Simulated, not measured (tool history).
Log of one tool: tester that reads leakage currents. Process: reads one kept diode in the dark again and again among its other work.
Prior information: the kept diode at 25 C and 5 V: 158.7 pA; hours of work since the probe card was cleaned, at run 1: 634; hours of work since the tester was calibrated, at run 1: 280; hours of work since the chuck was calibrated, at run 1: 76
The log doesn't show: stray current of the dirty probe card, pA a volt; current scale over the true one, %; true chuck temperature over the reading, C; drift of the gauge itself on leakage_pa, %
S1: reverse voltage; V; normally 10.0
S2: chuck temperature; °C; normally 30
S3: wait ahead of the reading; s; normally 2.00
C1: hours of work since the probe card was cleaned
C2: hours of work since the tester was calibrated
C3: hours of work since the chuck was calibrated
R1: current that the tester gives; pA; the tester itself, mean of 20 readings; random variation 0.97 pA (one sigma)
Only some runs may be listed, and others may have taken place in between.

| run | hour | S1 | S2 | S3 | C1 | C2 | C3 | R1 |
|---|---|---|---|---|---|---|---|---|
| 1 | 0.0 | 10.0 | 30 | 2.00 | 634 | 280 | 76 | 333.77 |
| 2 | 18.0 | 10.0 | 30 | 2.00 | 642 | 288 | 84 | 336.04 |
| 3 | 46.2 | 10.0 | 30 | 2.00 | 654 | 300 | 96 | 335.80 |
| 4 | 68.4 | 10.0 | 30 | 8.68 | 664 | 310 | 106 | 333.21 |
| 5 | 95.2 | 10.0 | 38 | 2.00 | 675 | 321 | 118 | 676.27 |
| 6 | 119.0 | 10.0 | 38 | 2.00 | 685 | 332 | 128 | 675.90 |
| 7 | 137.7 | 10.0 | 38 | 2.00 | 694 | 340 | 136 | 677.37 |
| 8 | 177.0 | 10.0 | 30 | 2.00 | 710 | 357 | 153 | 337.37 |
| 9 | 211.3 | 10.0 | 30 | 2.00 | 725 | 372 | 168 | 337.60 |
| 10 | 244.9 | 4.5 | 30 | 2.00 | 740 | 386 | 182 | 253.54 |
| 11 | 262.8 | 4.5 | 30 | 2.00 | 748 | 394 | 190 | 252.62 |
| 12 | 304.7 | 4.5 | 32 | 2.00 | 766 | 412 | 208 | 302.35 |
| 13 | 331.3 | 10.0 | 30 | 4.64 | 777 | 424 | 220 | 341.48 |
| 14 | 366.0 | 1.8 | 23 | 1.12 | 792 | 439 | 235 | 96.05 |
|  | 371.8 | tester calibrated |
| 15 | 405.0 | 1.8 | 55 | 0.79 | 808 | 14 | 251 | 1490.72 |
| 16 | 437.1 | 4.8 | 34 | 0.35 | 822 | 28 | 265 | 373.82 |
| 17 | 461.9 | 3.5 | 23 | 8.65 | 833 | 39 | 275 | 123.21 |
| 18 | 494.3 | 5.5 | 56 | 2.00 | 847 | 53 | 289 | 2387.73 |
| 19 | 520.0 | 7.4 | 20 | 2.00 | 858 | 64 | 301 | 125.50 |
|  | 546.3 | tester calibrated, once more |
| 20 | 559.2 | 7.4 | 20 | 2.00 | 874 | 6 | 317 | 125.28 |

Forecast each of these 5 alternatives for the next run:
| A | 586.7 | 17.9 | 20 | 2.00 | 886 | 17 | 329 | ? |
| B | 586.7 | 6.0 | 51 | 2.00 | 886 | 17 | 329 | ? |
| C | 586.7 | 7.4 | 35 | 2.00 | 886 | 17 | 329 | ? |
| D | 586.7 | 8.6 | 58 | 1.14 | 886 | 17 | 329 | ? |
| E | 586.7 | 7.4 | 29 | 2.00 | 886 | 17 | 329 | ? |

| run | R1 |
|---|---|
| A | 180.94 |
| B | 1666.42 |
| C | 475.94 |
| D | 3258.38 |
| E | 281.77 |
Without the tool's hidden state the same runs would have given:
| run | R1 |
|---|---|
| A | 155.91 |
| B | 1612.40 |
| C | 453.17 |
| D | 3159.91 |
| E | 264.78 |
